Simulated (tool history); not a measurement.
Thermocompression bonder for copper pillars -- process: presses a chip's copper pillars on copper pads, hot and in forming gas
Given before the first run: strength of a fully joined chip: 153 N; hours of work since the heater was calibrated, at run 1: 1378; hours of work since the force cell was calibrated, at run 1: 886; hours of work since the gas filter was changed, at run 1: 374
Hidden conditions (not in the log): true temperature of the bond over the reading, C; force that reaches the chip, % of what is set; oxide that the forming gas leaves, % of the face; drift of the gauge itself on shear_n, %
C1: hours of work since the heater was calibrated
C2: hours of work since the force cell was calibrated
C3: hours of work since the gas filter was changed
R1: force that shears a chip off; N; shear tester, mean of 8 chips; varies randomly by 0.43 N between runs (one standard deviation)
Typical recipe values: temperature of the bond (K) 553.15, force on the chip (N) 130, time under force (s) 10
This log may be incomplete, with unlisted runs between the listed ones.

Run 1, hour 0.0: usual settings; C1 1378; C2 886; C3 374. Result: R1 71.0 N.
Run 2, hour 49.4: usual settings; C1 1399; C2 906; C3 394. Result: R1 70.1 N.
Run 3, hour 100.0: usual settings; C1 1420; C2 927; C3 415. Result: R1 70.6 N.
Run 4, hour 181.3: usual settings but force on the chip (N) 86; C1 1453; C2 961; C3 449. Result: R1 56.3 N.
At hour 228.7: heater calibrated with a thermocouple chip.
Run 5, hour 233.5: usual settings but force on the chip (N) 124; C1 2; C2 981; C3 470. Result: R1 68.9 N.
At hour 244.5: forming gas filter changed.
Run 6, hour 306.5: usual settings but force on the chip (N) 124; C1 32; C2 1011; C3 26. Result: R1 69.5 N.
Run 7, hour 384.1: usual settings but force on the chip (N) 124; C1 64; C2 1043; C3 58. Result: R1 68.6 N.
Run 8, hour 446.5: usual settings but force on the chip (N) 124; C1 90; C2 1069; C3 84. Result: R1 68.4 N.
Run 9, hour 505.7: usual settings but time under force (s) 25; C1 114; C2 1094; C3 108. Result: R1 95.3 N.
Run 10, hour 567.1: usual settings but force on the chip (N) 168; C1 140; C2 1119; C3 133. Result: R1 80.5 N.
Run 11, hour 645.2: usual settings but temperature of the bond (K) 576.15, force on the chip (N) 168; C1 172; C2 1151; C3 166. Result: R1 100.7 N.
Run 12, hour 702.8: usual settings but temperature of the bond (K) 576.15, force on the chip (N) 146; C1 196; C2 1175; C3 189. Result: R1 96.0 N.
Run 13, hour 782.6: usual settings but temperature of the bond (K) 576.15, force on the chip (N) 146; C1 229; C2 1208; C3 222. Result: R1 95.9 N.
Run 14, hour 826.7: usual settings but temperature of the bond (K) 576.15, force on the chip (N) 146; C1 247; C2 1226; C3 241. Result: R1 95.0 N.
Run 15, hour 889.8: usual settings but temperature of the bond (K) 576.15, force on the chip (N) 146; C1 273; C2 1252; C3 267. Result: R1 95.2 N.
Run 16, hour 938.3: usual settings but temperature of the bond (K) 576.15, force on the chip (N) 146; C1 293; C2 1272; C3 287. Result: R1 94.1 N.
Run 17, hour 1010.2: usual settings; C1 323; C2 1302; C3 317. Result: R1 70.3 N.
Run 18, hour 1092.7: usual settings; C1 357; C2 1336; C3 351. Result: R1 70.5 N.
Run 19, hour 1171.2: usual settings; C1 389; C2 1369; C3 383. Result: R1 69.5 N.
Run 20, hour 1232.3: usual settings but time under force (s) 6; C1 415; C2 1394; C3 408. Result: R1 58.0 N.
Run 21, hour 1300.6: usual settings but temperature of the bond (K) 536.15; C1 443; C2 1422; C3 437. Result: R1 56.3 N.
Run 22, hour 1354.4: usual settings but temperature of the bond (K) 536.15; C1 465; C2 1444; C3 459. Result: R1 55.6 N.
At hour 1392.6: forming gas filter changed.
Run 23, hour 1431.5: usual settings but temperature of the bond (K) 536.15, force on the chip (N) 164; C1 497; C2 1476; C3 16. Result: R1 64.3 N.
Run 24, hour 1498.6: usual settings but force on the chip (N) 149, time under force (s) 14; C1 525; C2 1504; C3 44. Result: R1 84.9 N.
Run 25, hour 1584.3: usual settings but force on the chip (N) 98, time under force (s) 13; C1 560; C2 1539; C3 79. Result: R1 67.0 N.
Run 26, hour 1626.8: usual settings but temperature of the bond (K) 527.15, force on the chip (N) 161, time under force (s) 17; C1 578; C2 1557; C3 97. Result: R1 69.0 N.
Run 27, hour 1685.7: usual settings but temperature of the bond (K) 541.15, force on the chip (N) 84, time under force (s) 21; C1 602; C2 1581; C3 121. Result: R1 63.4 N.
Run 28, hour 1771.2: usual settings but temperature of the bond (K) 548.15, force on the chip (N) 186, time under force (s) 9; C1 637; C2 1617; C3 157. Result: R1 76.0 N.
Run 29, hour 1841.4: usual settings but temperature of the bond (K) 548.15, force on the chip (N) 127, time under force (s) 9; C1 666; C2 1646; C3 186. Result: R1 62.7 N.
Run 30, hour 1926.8: usual settings but temperature of the bond (K) 548.15, force on the chip (N) 127, time under force (s) 9; C1 702; C2 1681; C3 221. Result: R1 62.9 N.
Run 31, hour 1986.7: usual settings but force on the chip (N) 128; C1 726; C2 1706; C3 246. Result: R1 69.6 N.
Run 32, hour 2061.0: usual settings but force on the chip (N) 128; C1 757; C2 1736; C3 276. Result: R1 70.0 N.
Run 33, hour 2139.1: usual settings but temperature of the bond (K) 547.15, force on the chip (N) 132; C1 789; C2 1769; C3 309. Result: R1 65.7 N.
Run 34, hour 2182.9: usual settings but force on the chip (N) 123; C1 807; C2 1787; C3 327. Result: R1 69.5 N.
Run 35, hour 2220.6: usual settings but force on the chip (N) 123; C1 823; C2 1802; C3 342. Result: R1 68.6 N.
Run 36, hour 2302.1: usual settings but temperature of the bond (K) 530.15, force on the chip (N) 147, time under force (s) 17; C1 857; C2 1836; C3 376. Result: R1 68.0 N.
Run 37, hour 2373.4: usual settings but temperature of the bond (K) 530.15, force on the chip (N) 147, time under force (s) 17; C1 886; C2 1866; C3 405. Result: R1 67.8 N.
Run 38, hour 2457.5: usual settings but temperature of the bond (K) 564.15, force on the chip (N) 119, time under force (s) 11; C1 921; C2 1900; C3 440. Result: R1 79.8 N.

4 options for the next run, each taken on its own from the tool as it stands now. Forecast them:
Run A, hour 2524.9: usual settings but force on the chip (N) 163; C1 949; C2 1928; C3 468. Result: R1 ?.
Run B, hour 2524.9: usual settings but force on the chip (N) 177, time under force (s) 12; C1 949; C2 1928; C3 468. Result: R1 ?.
Run C, hour 2524.9: usual settings but temperature of the bond (K) 556.15, time under force (s) 8; C1 949; C2 1928; C3 468. Result: R1 ?.
Run D, hour 2524.9: usual settings but temperature of the bond (K) 564.15, force on the chip (N) 175, time under force (s) 23; C1 949; C2 1928; C3 468. Result: R1 ?.

run     R1
  A   78.9
  B   88.4
  C   67.3
  D  114.1
With no hidden state in the tool, these same runs would have given:
run     R1
  A   79.1
  B   88.7
  C   67.5
  D  114.4
